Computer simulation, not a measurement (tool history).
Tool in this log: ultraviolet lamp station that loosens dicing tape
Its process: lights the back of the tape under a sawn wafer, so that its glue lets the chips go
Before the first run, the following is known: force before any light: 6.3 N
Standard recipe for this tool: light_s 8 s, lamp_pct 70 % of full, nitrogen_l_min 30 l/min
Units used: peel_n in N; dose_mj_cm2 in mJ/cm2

run   hour  light_s  lamp_pct  nitrogen_l_min  peel_n  dose_mj_cm2
  1      0        8        70              30   1.078          403
  2      9        8        62              30   1.312          356
  3   23.1        8        70              30   1.115          397
  4   30.6        7        70              30   1.387          353
  5     41        8        70              30   1.181          397
  6   47.9        8        70              30   1.103          395
  7   60.9        8        70              30   1.159          397
      62.6  -- window cleaned of glue's vapour
  8   71.9        8        70              30   1.242          375
  9   84.3        8        70              30   1.281          372
 10   97.3        8        70              30   1.285          371
 11    113        6        81              30   1.566          324
 12  127.4        6        81              30   1.586          322
       132  -- window cleaned of glue's vapour, once more
 13  144.1       16        78              30   0.263          927
 14  160.1       16        78              30   0.255          915
 15  172.8        7        70              24   1.409          362
 16  188.2       14        64              12    0.72          660
 17  203.9        8        83              30   0.831          488
 18  211.6       14        66              17   0.611          676
 19  223.8       15        76              10   0.529          819
 20    238        9        79              19   0.907          518

What if the next run were any one of these 3? Each begins from the tool's condition after run 20:
  A  250.3       11        79              17       ?            ?
  B  250.3       12        70              50       ?            ?
  C  250.3        8        91              34       ?            ?

run  peel_n  dose_mj_cm2
  A   0.704          616
  B   0.442          599
  C   0.699          517
Take away the tool's hidden state, keep each run's random variation, and the runs would have read:
run  peel_n  dose_mj_cm2
  A   0.541          709
  B    0.34          690
  C   0.537          596
